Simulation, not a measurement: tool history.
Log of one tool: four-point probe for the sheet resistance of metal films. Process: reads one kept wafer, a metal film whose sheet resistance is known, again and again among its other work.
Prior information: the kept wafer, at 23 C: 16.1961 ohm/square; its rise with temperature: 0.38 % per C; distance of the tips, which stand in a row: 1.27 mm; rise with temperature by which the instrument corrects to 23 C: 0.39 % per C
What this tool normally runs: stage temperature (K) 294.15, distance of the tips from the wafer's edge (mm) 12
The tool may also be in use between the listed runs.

| run | hour | stage temperature (K) | distance of the tips from the wafer's edge (mm) | sheet resistance as the instrument gives it (ohm/square) |
|---|---|---|---|---|
| 1 | 0 | 294.15 | 12 | 16.343921 |
| 2 | 35.9 | 294.15 | 12 | 16.342268 |
| 3 | 54.8 | 300.15 | 12 | 16.334387 |
| 4 | 85.9 | 300.15 | 12 | 16.338267 |
| 5 | 115.6 | 294.15 | 4 | 17.078021 |
| 6 | 141.9 | 294.15 | 4 | 17.078888 |
| 7 | 165.4 | 294.15 | 25 | 16.272643 |
| 8 | 184.2 | 294.15 | 25 | 16.267243 |
| 9 | 204.8 | 294.15 | 25 | 16.27137 |
| 10 | 236 | 294.15 | 25 | 16.268126 |
| 11 | 258.2 | 294.15 | 10 | 16.382932 |
| 12 | 273.9 | 294.15 | 12 | 16.345983 |
| 13 | 291.4 | 294.15 | 12 | 16.350945 |
| 14 | 308 | 294.15 | 12 | 16.350279 |
| 15 | 339.1 | 294.15 | 12 | 16.348755 |
| 16 | 356.7 | 294.15 | 12 | 16.35301 |
| 17 | 374.6 | 294.15 | 12 | 16.352617 |
| 18 | 403.4 | 294.15 | 12 | 16.352194 |
| 19 | 419.8 | 294.15 | 12 | 16.347044 |
| 20 | 456.7 | 294.15 | 12 | 16.352961 |
| 21 | 478.4 | 294.15 | 12 | 16.359468 |
| 22 | 505.9 | 294.15 | 12 | 16.355762 |
| 23 | 527.4 | 294.15 | 5 | 16.801358 |
| 24 | 562.6 | 294.15 | 5 | 16.800461 |
| 25 | 578.2 | 297.15 | 4 | 17.091002 |
| 26 | 601 | 304.15 | 4 | 17.087208 |
| 27 | 636.1 | 304.15 | 4 | 17.085552 |
| 28 | 651.5 | 294.15 | 24 | 16.286084 |
| 29 | 680 | 294.15 | 5 | 16.807349 |
| 30 | 700.5 | 297.15 | 12 | 16.351191 |
| 31 | 716.8 | 297.15 | 12 | 16.356387 |
| 32 | 738.2 | 292.15 | 44 | 16.269517 |
| 33 | 769.1 | 292.15 | 44 | 16.273378 |
|  | 779.3 | stage's thermometer calibrated |
| 34 | 795.8 | 307.15 | 32 | 16.291617 |
| 35 | 830.8 | 305.15 | 12 | 16.379773 |
| 36 | 862.4 | 307.15 | 9 | 16.454632 |
| 37 | 885.3 | 303.15 | 10 | 16.422004 |
| 38 | 903.5 | 303.15 | 10 | 16.424092 |
| 39 | 936 | 303.15 | 10 | 16.424582 |
| 40 | 972 | 293.15 | 6 | 16.679309 |
| 41 | 991 | 293.15 | 6 | 16.685219 |
| 42 | 1018.2 | 304.15 | 4 | 17.127096 |
| 43 | 1044.3 | 294.15 | 7 | 16.58534 |
| 44 | 1079.4 | 306.15 | 40 | 16.299978 |

What if the next run were any one of these 3? Each begins from the tool's condition after run 44:
| A | 1109.6 | 306.15 | 35 | ? |
| B | 1109.6 | 308.15 | 12 | ? |
| C | 1109.6 | 294.15 | 8 | ? |

| run | sheet resistance as the instrument gives it (ohm/square) |
|---|---|
| A | 16.296374 |
| B | 16.38392 |
| C | 16.517373 |
With no hidden state in the tool, these same runs would have given:
| run | sheet resistance as the instrument gives it (ohm/square) |
|---|---|
| A | 16.193074 |
| B | 16.280061 |
| C | 16.413095 |

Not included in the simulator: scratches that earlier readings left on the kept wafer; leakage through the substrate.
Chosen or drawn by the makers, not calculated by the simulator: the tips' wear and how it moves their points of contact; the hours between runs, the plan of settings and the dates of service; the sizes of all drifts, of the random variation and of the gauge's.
